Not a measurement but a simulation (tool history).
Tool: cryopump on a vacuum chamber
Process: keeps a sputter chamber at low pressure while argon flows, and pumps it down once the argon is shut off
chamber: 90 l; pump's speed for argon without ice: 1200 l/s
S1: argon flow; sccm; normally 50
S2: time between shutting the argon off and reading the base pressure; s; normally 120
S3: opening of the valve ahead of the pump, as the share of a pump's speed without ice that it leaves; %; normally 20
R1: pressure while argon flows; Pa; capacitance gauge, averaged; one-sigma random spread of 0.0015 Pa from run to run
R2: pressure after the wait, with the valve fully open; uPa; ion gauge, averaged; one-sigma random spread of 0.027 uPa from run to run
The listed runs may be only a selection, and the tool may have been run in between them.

run 1 day=0 | S1=50 S2=120 S3=20 | R1=0.3786 R2=3.07
run 2 day=2.925 | S1=50 S2=120 S3=20 | R1=0.3783 R2=3.16
run 3 day=7.05 | S1=50 S2=120 S3=20 | R1=0.3858 R2=3.41
-- day=9.646 pump warmed up, emptied and cooled again
run 4 day=10.629 | S1=55 S2=120 S3=20 | R1=0.3892 R2=2.72
run 5 day=13.858 | S1=55 S2=120 S3=20 | R1=0.392 R2=2.86
run 6 day=16.962 | S1=55 S2=120 S3=20 | R1=0.3954 R2=2.95
run 7 day=20.996 | S1=55 S2=120 S3=20 | R1=0.4005 R2=3.11
run 8 day=23.608 | S1=50 S2=212 S3=20 | R1=0.3645 R2=2.74
-- day=25.604 leaking fittings of the chamber tightened, without venting
run 9 day=27.879 | S1=50 S2=212 S3=20 | R1=0.3698 R2=0.84
run 10 day=30.158 | S1=50 S2=120 S3=31 | R1=0.2452 R2=1.34
run 11 day=32.871 | S1=50 S2=56 S3=20 | R1=0.3714 R2=2.4
run 12 day=35.162 | S1=50 S2=56 S3=20 | R1=0.3741 R2=2.58
run 13 day=38.488 | S1=24 S2=120 S3=33 | R1=0.1144 R2=1.62
run 14 day=43.092 | S1=30 S2=43 S3=20 | R1=0.2294 R2=3.42
run 15 day=45.542 | S1=73 S2=30 S3=58 | R1=0.2273 R2=4.61
-- day=49.104 pump warmed up, emptied and cooled again
run 16 day=49.104 | S1=73 S2=30 S3=58 | R1=0.1809 R2=4.33
run 17 day=53.783 | S1=20 S2=195 S3=26 | R1=0.1109 R2=1.34
run 18 day=56.667 | S1=28 S2=145 S3=20 | R1=0.201 R2=1.69
run 19 day=58.871 | S1=60 S2=35 S3=39 | R1=0.2279 R2=4.06
run 20 day=61.596 | S1=50 S2=48 S3=20 | R1=0.3617 R2=3.36
run 21 day=66.55 | S1=38 S2=120 S3=39 | R1=0.1478 R2=2.18
run 22 day=69.746 | S1=38 S2=120 S3=39 | R1=0.1517 R2=2.27
run 23 day=74.633 | S1=39 S2=40 S3=27 | R1=0.2223 R2=4.22

3 options for the next run, each taken on its own from the tool as it stands now. Forecast them:
run A day=77.038 | S1=72 S2=220 S3=27 | R1=? R2=?
run B day=77.038 | S1=39 S2=40 S3=25 | R1=? R2=?
run C day=77.038 | S1=33 S2=120 S3=38 | R1=? R2=?

run=A R1=0.4135 R2=2.16
run=B R1=0.2391 R2=4.31
run=C R1=0.1387 R2=2.52
Without the tool's hidden state the same runs would have given:
run=A R1=0.3763 R2=0.77
run=B R1=0.2189 R2=2.96
run=C R1=0.1217 R2=1.17
